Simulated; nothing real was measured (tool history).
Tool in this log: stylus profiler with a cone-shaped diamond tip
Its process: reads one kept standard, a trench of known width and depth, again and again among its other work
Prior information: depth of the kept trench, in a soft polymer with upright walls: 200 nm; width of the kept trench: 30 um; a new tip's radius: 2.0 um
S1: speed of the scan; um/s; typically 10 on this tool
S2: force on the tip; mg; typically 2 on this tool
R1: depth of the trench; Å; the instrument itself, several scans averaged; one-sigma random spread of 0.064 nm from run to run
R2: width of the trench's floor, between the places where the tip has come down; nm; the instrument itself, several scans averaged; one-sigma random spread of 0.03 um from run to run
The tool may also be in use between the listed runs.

run 1 hour=0 | S1=10 S2=2 | R1=2022.3 R2=28160
run 2 hour=38.3 | S1=7 S2=2 | R1=2023.9 R2=28200
run 3 hour=62.5 | S1=7 S2=1 | R1=2015 R2=28160
run 4 hour=104.5 | S1=7 S2=1 | R1=2014.4 R2=28200
run 5 hour=133.1 | S1=10 S2=2 | R1=2024.3 R2=28230
run 6 hour=179.5 | S1=10 S2=2 | R1=2023.6 R2=28140
run 7 hour=207.4 | S1=10 S2=5.28 | R1=2044.4 R2=28200
run 8 hour=247.6 | S1=10 S2=5.28 | R1=2045.6 R2=28200
run 9 hour=282.2 | S1=15 S2=2 | R1=2022.7 R2=28150
run 10 hour=315.9 | S1=10 S2=2.94 | R1=2030 R2=28190
run 11 hour=357.5 | S1=10 S2=2.94 | R1=2029.2 R2=28210
run 12 hour=377.1 | S1=10 S2=2.94 | R1=2030 R2=28160
run 13 hour=408.9 | S1=10 S2=2 | R1=2023 R2=28180
run 14 hour=447.7 | S1=10 S2=2 | R1=2024.5 R2=28170
run 15 hour=482.1 | S1=10 S2=2 | R1=2024.1 R2=28220
run 16 hour=524 | S1=10 S2=2 | R1=2023.6 R2=28150
run 17 hour=555.1 | S1=10 S2=2 | R1=2024.3 R2=28230
run 18 hour=597 | S1=10 S2=2 | R1=2023.4 R2=28220
run 19 hour=629.8 | S1=10 S2=2 | R1=2023 R2=28230
run 20 hour=661 | S1=10 S2=2 | R1=2024.4 R2=28170
run 21 hour=691.5 | S1=12 S2=2 | R1=2022.3 R2=28130
run 22 hour=716 | S1=12 S2=2 | R1=2024.2 R2=28160
run 23 hour=745.4 | S1=10 S2=4.92 | R1=2042.5 R2=28280
run 24 hour=766.3 | S1=10 S2=4.92 | R1=2043 R2=28250
run 25 hour=808.1 | S1=10 S2=4.92 | R1=2043.2 R2=28170
run 26 hour=841.9 | S1=10 S2=4.92 | R1=2043.4 R2=28210
run 27 hour=871.6 | S1=8 S2=3.91 | R1=2036.7 R2=28240
run 28 hour=893 | S1=11 S2=0.81 | R1=2011.3 R2=28100
run 29 hour=921.4 | S1=3 S2=1.54 | R1=2019.2 R2=28220
run 30 hour=963 | S1=3 S2=1.54 | R1=2019.1 R2=28200
run 31 hour=993 | S1=3 S2=2 | R1=2023.1 R2=28160
run 32 hour=1017.6 | S1=4 S2=4.45 | R1=2040.4 R2=28200
run 33 hour=1051.4 | S1=30 S2=2.41 | R1=2027.2 R2=28020
run 34 hour=1077.6 | S1=3 S2=1.72 | R1=2021.4 R2=28160
run 35 hour=1102 | S1=13 S2=0.68 | R1=2011.4 R2=28070
run 36 hour=1124.5 | S1=4 S2=2 | R1=2022.1 R2=28230
run 37 hour=1149.7 | S1=4 S2=2 | R1=2023.4 R2=28200
run 38 hour=1195.8 | S1=4 S2=2 | R1=2022.3 R2=28210
run 39 hour=1226.7 | S1=4 S2=2 | R1=2023.9 R2=28240
run 40 hour=1258.6 | S1=4 S2=2 | R1=2023.2 R2=28170
run 41 hour=1289.4 | S1=3 S2=1.59 | R1=2020.1 R2=28280
run 42 hour=1335.3 | S1=3 S2=1.59 | R1=2020.3 R2=28170
run 43 hour=1362.2 | S1=5 S2=3.2 | R1=2032 R2=28170
run 44 hour=1383.3 | S1=7 S2=4.58 | R1=2040.1 R2=28200
-- hour=1406.9 new tip fitted, height scale calibrated
run 45 hour=1417.6 | S1=6 S2=1.19 | R1=2016.9 R2=28140
run 46 hour=1437.4 | S1=14 S2=2.09 | R1=2024.7 R2=28150
run 47 hour=1474.3 | S1=14 S2=2.09 | R1=2025.5 R2=28130
run 48 hour=1504.5 | S1=14 S2=2.09 | R1=2023.8 R2=28180

Selected run-to-run steps in R2, each split into two signed amounts: the part the tool would show with no hidden state at all (from settings, incoming material and random variation), and the remainder, which goes to the hidden state together with any gauge scatter not common to the measured and the hidden-state-free results:
The tool's hidden condition here consists of: radius of the tip, um; height scale over the true one, %; drift of the gauge itself on depth_nm, %; drift of the gauge itself on floor_um, %.
Run 4 -> 5: S1 7 -> 10, S2 1 -> 2. R2 +30 nm: hidden state -10, all else +40.
Run 6 -> 7: S2 2 -> 5.28. R2 +60 nm: hidden state +10, all else +50.
Run 32 -> 33: S1 4 -> 30, S2 4.45 -> 2.41. R2 -180 nm: hidden state +0, all else -180.
Run 33 -> 34: S1 30 -> 3, S2 2.41 -> 1.72. R2 +140 nm: hidden state +10, all else +130.
Run 35 -> 36: S1 13 -> 4, S2 0.68 -> 2. R2 +160 nm: hidden state +0, all else +160.
Run 44 -> 45: S1 7 -> 6, S2 4.58 -> 1.19, new tip fitted, height scale calibrated. R2 -60 nm: hidden state +30, all else -90.

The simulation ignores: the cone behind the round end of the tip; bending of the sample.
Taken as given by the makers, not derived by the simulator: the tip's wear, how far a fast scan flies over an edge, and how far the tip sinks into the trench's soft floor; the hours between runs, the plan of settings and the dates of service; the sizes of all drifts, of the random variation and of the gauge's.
